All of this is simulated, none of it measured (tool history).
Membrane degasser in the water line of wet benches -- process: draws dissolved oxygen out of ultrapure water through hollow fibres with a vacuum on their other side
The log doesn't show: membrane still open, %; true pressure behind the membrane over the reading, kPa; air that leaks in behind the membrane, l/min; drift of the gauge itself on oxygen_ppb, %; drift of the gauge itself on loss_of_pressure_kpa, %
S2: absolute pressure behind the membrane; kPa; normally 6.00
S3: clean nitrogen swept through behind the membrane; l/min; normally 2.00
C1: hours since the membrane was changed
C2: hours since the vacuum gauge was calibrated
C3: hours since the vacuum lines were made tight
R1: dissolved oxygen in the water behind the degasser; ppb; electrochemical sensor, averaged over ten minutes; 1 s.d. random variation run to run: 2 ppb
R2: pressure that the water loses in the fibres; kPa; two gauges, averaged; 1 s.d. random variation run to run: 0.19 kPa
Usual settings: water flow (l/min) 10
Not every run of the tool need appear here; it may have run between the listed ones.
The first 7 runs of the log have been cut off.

Run 8, day 47.625: usual settings but water flow (l/min) 6; C1 2647; C2 334; C3 3297. Result: R1 103.2 ppb, R2 24.14 kPa.
Run 9, day 54.567: usual settings but water flow (l/min) 6; C1 2814; C2 500; C3 3463. Result: R1 103.3 ppb, R2 24.29 kPa.
Run 10, day 63.804: usual settings but S2 4.71 kPa; C1 3036; C2 722; C3 3685. Result: R1 181.3 ppb, R2 40.12 kPa.
Run 11, day 68.579: usual settings but S2 10.91 kPa; C1 3150; C2 836; C3 3800. Result: R1 255.6 ppb, R2 40.15 kPa.
Run 12, day 77.742: usual settings but S3 4.98 l/min; C1 3370; C2 1056; C3 4019. Result: R1 178.4 ppb, R2 40.05 kPa.
Run 13, day 82.142: usual settings but S3 4.98 l/min; C1 3476; C2 1162; C3 4125. Result: R1 181.5 ppb, R2 39.75 kPa.
Run 14, day 87.588: usual settings; C1 3607; C2 1293; C3 4256. Result: R1 197.4 ppb, R2 40.20 kPa.
Run 15, day 95.992: usual settings; C1 3808; C2 1494; C3 4457. Result: R1 198.4 ppb, R2 39.94 kPa.
Run 16, day 103.371: usual settings; C1 3985; C2 1671; C3 4635. Result: R1 200.8 ppb, R2 40.04 kPa.
Run 17, day 109.379: usual settings but S2 14.90 kPa; C1 4130; C2 1816; C3 4779. Result: R1 300.9 ppb, R2 40.22 kPa.
Run 18, day 116.983: usual settings but water flow (l/min) 9, S3 2.52 l/min; C1 4312; C2 1998; C3 4961. Result: R1 166.6 ppb, R2 36.06 kPa.
Run 19, day 126.138: usual settings but water flow (l/min) 7, S2 8.00 kPa, S3 2.76 l/min; C1 4532; C2 2218; C3 5181. Result: R1 131.1 ppb, R2 28.10 kPa.
Run 20, day 130.246: usual settings but water flow (l/min) 7, S2 8.00 kPa, S3 2.76 l/min; C1 4630; C2 2317; C3 5280. Result: R1 131.2 ppb, R2 28.22 kPa.
Run 21, day 136.075: usual settings but water flow (l/min) 7, S2 8.00 kPa, S3 2.76 l/min; C1 4770; C2 2456; C3 5419. Result: R1 131.2 ppb, R2 28.13 kPa.
Run 22, day 140.229: usual settings but water flow (l/min) 7, S2 6.08 kPa, S3 2.76 l/min; C1 4870; C2 2556; C3 5519. Result: R1 119.6 ppb, R2 28.24 kPa.
Run 23, day 149.908: usual settings but water flow (l/min) 7; C1 5102; C2 2788; C3 5751. Result: R1 126.2 ppb, R2 28.26 kPa.

Forecast run 24:
Run 24, day 156.767: usual settings but S2 7.72 kPa, S3 3.37 l/min; C1 5267; C2 2953; C3 5916. Result: R1 ?, R2 ?.

{"run 24": {"R1": 195.2, "R2": 40.1}}
Minus the tool's unlogged condition, the same run would have read R1 195.1 ppb, R2 40.09 kPa.
